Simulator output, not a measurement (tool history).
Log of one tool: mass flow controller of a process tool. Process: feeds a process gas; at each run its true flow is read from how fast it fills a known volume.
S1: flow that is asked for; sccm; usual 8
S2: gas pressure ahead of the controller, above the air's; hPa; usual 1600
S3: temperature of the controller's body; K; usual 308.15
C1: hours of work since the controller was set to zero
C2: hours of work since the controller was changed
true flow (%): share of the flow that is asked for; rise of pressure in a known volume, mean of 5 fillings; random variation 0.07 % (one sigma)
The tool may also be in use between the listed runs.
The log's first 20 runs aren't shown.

{"run": 21, "day": 257.146, "S1": 8, "S2": 2290, "S3": 308.15, "C1": 7002, "C2": 7002, "true flow (%)": 97.39}
{"run": 22, "day": 271.517, "S1": 2, "S2": 1980, "S3": 299.15, "C1": 7133, "C2": 7133, "true flow (%)": 96.98}
{"run": 23, "day": 279.908, "S1": 2, "S2": 1980, "S3": 299.15, "C1": 7210, "C2": 7210, "true flow (%)": 97.04}
{"run": 24, "day": 292.004, "S1": 2, "S2": 1980, "S3": 299.15, "C1": 7321, "C2": 7321, "true flow (%)": 96.95}
{"run": 25, "day": 301.5, "S1": 2, "S2": 1980, "S3": 299.15, "C1": 7408, "C2": 7408, "true flow (%)": 96.95}
{"run": 26, "day": 312.133, "S1": 2, "S2": 1980, "S3": 299.15, "C1": 7505, "C2": 7505, "true flow (%)": 97.0}
{"day": 324.683, "done": "gauge calibrated"}
{"run": 27, "day": 327.762, "S1": 15, "S2": 2230, "S3": 301.15, "C1": 7648, "C2": 7648, "true flow (%)": 99.34}
{"run": 28, "day": 344.004, "S1": 8, "S2": 1900, "S3": 294.15, "C1": 7796, "C2": 7796, "true flow (%)": 98.68}
{"run": 29, "day": 352.796, "S1": 3, "S2": 2240, "S3": 298.15, "C1": 7877, "C2": 7877, "true flow (%)": 98.03}
{"run": 30, "day": 365.046, "S1": 3, "S2": 2200, "S3": 298.15, "C1": 7989, "C2": 7989, "true flow (%)": 97.85}
{"run": 31, "day": 372.192, "S1": 3, "S2": 2200, "S3": 298.15, "C1": 8054, "C2": 8054, "true flow (%)": 97.86}
{"run": 32, "day": 382.179, "S1": 3, "S2": 1700, "S3": 295.15, "C1": 8145, "C2": 8145, "true flow (%)": 97.78}
{"run": 33, "day": 397.025, "S1": 16, "S2": 2370, "S3": 296.15, "C1": 8281, "C2": 8281, "true flow (%)": 99.68}
{"run": 34, "day": 413.429, "S1": 8, "S2": 1490, "S3": 308.15, "C1": 8431, "C2": 8431, "true flow (%)": 97.08}
{"run": 35, "day": 423.296, "S1": 6, "S2": 1600, "S3": 296.15, "C1": 8522, "C2": 8522, "true flow (%)": 97.77}
{"day": 434.862, "done": "controller's zero set anew"}
{"run": 36, "day": 437.488, "S1": 3, "S2": 2360, "S3": 308.15, "C1": 24, "C2": 8651, "true flow (%)": 97.13}
{"run": 37, "day": 449.217, "S1": 2, "S2": 2220, "S3": 307.15, "C1": 131, "C2": 8758, "true flow (%)": 96.95}

3 ways to go on from here, each from the tool as it stands after run 37. What would each give?
{"run": "A", "day": 464.058, "S1": 8, "S2": 1600, "S3": 297.15, "C1": 267, "C2": 8894, "true flow (%)": "?"}
{"run": "B", "day": 464.058, "S1": 13, "S2": 1880, "S3": 299.15, "C1": 267, "C2": 8894, "true flow (%)": "?"}
{"run": "C", "day": 464.058, "S1": 3, "S2": 1640, "S3": 306.15, "C1": 267, "C2": 8894, "true flow (%)": "?"}

run=A true_flow_(%)=97.95
run=B true_flow_(%)=98.49
run=C true_flow_(%)=96.76
Without the tool's hidden state the same runs would have given:
run=A true_flow_(%)=98.30
run=B true_flow_(%)=98.84
run=C true_flow_(%)=97.10
